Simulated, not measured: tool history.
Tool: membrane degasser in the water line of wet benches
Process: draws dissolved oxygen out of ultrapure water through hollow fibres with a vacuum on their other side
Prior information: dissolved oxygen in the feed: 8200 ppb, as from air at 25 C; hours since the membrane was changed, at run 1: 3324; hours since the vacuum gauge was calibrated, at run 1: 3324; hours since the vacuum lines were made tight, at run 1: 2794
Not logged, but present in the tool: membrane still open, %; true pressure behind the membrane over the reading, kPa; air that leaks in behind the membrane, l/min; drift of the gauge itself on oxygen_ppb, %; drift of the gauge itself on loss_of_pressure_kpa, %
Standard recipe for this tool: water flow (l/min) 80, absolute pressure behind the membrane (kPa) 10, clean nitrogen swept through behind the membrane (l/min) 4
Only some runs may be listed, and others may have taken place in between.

run	day	water flow (l/min)	absolute pressure behind the membrane (kPa)	clean nitrogen swept through behind the membrane (l/min)	hours since the membrane was changed	hours since the vacuum gauge was calibrated	hours since the vacuum lines were made tight	dissolved oxygen in the water behind the degasser (ppb)	pressure that the water loses in the fibres (kPa)
1	0	80	10	4	3324	3324	2794	397.2	33.32
2	4.521	80	10	4	3432	3432	2902	398.7	33.32
3	10.575	80	10	4	3577	3577	3047	389.8	33.18
4	14.95	80	10	4	3682	3682	3152	397.2	33.46
# day 15.388: vacuum gauge calibrated
# day 16.025: seals of the vacuum lines changed
5	20.875	80	15.6	4	3822	130	116	621.9	33.47
6	27.521	80	10	4	3982	289	276	406.6	33.7
7	32.346	80	10	4	4097	405	392	406.4	33.52
# day 36.871: vacuum gauge calibrated, once more
8	37.967	80	6.7	4	4232	26	526	245.9	33.58
9	44.617	80	6.7	4	4391	186	686	246.6	33.7
10	51.738	80	6.7	4	4562	357	857	248.6	33.58
11	57.146	80	6.7	4	4692	487	986	248.1	33.66

Forecast each of these 3 alternatives for the next run:
A	64.458	61	6.7	4	4868	662	1162	?	?
B	64.458	111	16.8	3.8	4868	662	1162	?	?
C	64.458	79	9.8	2.01	4868	662	1162	?	?

run	dissolved oxygen in the water behind the degasser (ppb)	pressure that the water loses in the fibres (kPa)
A	166.3	25.74
B	956.3	46.63
C	581.1	33.43
Without the tool's unlogged condition, the same runs would have read:
run	dissolved oxygen in the water behind the degasser (ppb)	pressure that the water loses in the fibres (kPa)
A	155.2	24.84
B	928.7	44.98
C	561.5	32.25
